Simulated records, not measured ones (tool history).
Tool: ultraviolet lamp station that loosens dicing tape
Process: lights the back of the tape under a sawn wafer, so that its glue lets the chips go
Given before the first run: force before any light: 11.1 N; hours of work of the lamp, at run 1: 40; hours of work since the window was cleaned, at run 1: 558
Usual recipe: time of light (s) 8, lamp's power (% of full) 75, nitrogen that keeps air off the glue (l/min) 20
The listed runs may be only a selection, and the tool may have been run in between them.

run	hour	time of light (s)	lamp's power (% of full)	nitrogen that keeps air off the glue (l/min)	hours of work of the lamp	hours of work since the window was cleaned	force that peels the tape off (N)	light that reached the tape (mJ/cm²)
1	0.0	8	75	20	40	558	0.971	228
2	7.1	8	75	30	44	562	0.710	226
3	20.7	8	75	30	50	568	0.722	223
4	33.0	8	75	30	56	574	0.726	220
5	40.7	8	75	37	60	578	0.620	223
6	52.8	8	75	37	65	583	0.618	223
7	62.1	8	75	20	70	588	0.973	224
8	70.9	8	75	20	74	592	0.984	225
9	81.0	8	75	20	79	597	1.007	219
10	91.4	8	75	20	84	602	0.971	223
11	97.6	8	75	20	87	605	0.950	220
12	107.4	8	75	24	91	609	0.876	222
# hour 119.0: window cleaned of glue's vapour
13	122.7	8	75	24	98	2	0.841	222
14	134.6	8	75	24	104	7	0.870	224
15	146.2	8	75	24	110	13	0.870	225
16	156.9	8	78	24	115	18	0.793	234
17	170.7	8	78	24	121	25	0.792	232
18	177.8	8	78	24	125	28	0.787	232
19	192.2	8	78	24	132	35	0.769	231
20	205.6	8	78	24	138	41	0.796	232
21	212.0	8	78	24	141	44	0.783	229
22	221.2	8	78	24	145	49	0.780	233
23	229.5	8	78	24	149	53	0.786	230
24	236.2	6	78	25	152	56	1.466	172
25	248.2	6	78	9	158	61	2.654	175
26	254.9	8	79	9	161	65	1.610	233
27	264.2	8	79	9	166	69	1.666	234
28	271.8	10	90	34	169	73	0.224	332
29	282.0	10	90	34	174	77	0.229	336
30	292.9	5	90	11	179	83	2.515	165
31	307.9	5	90	11	186	90	2.540	168
32	317.8	14	82	20	191	95	0.175	426
33	324.8	8	87	9	195	98	1.354	258
34	334.1	8	87	9	199	102	1.379	258
35	343.0	9	82	9	203	106	1.217	272
36	357.6	13	75	26	210	113	0.218	361
37	364.6	12	75	20	213	117	0.339	333
38	374.0	8	75	36	218	121	0.609	226
39	386.8	15	75	36	224	127	0.129	423
40	401.1	4	75	27	231	134	2.908	115
41	416.2	11	75	20	238	141	0.436	306
42	428.7	11	75	8	244	147	1.031	309
43	442.6	11	75	8	250	154	1.038	303

Here are 4 independent what-if runs from the current tool condition. What would each one return?
A	456.1	11	73	8	257	160	?	?
B	456.1	6	72	8	257	160	?	?
C	456.1	8	85	8	257	160	?	?
D	456.1	11	81	20	257	160	?	?

run	force that peels the tape off (N)	light that reached the tape (mJ/cm²)
A	1.091	295
B	3.117	165
C	1.571	252
D	0.351	331
Without the tool's unlogged condition, the same runs would have read:
run	force that peels the tape off (N)	light that reached the tape (mJ/cm²)
A	1.090	295
B	3.115	165
C	1.569	252
D	0.351	332
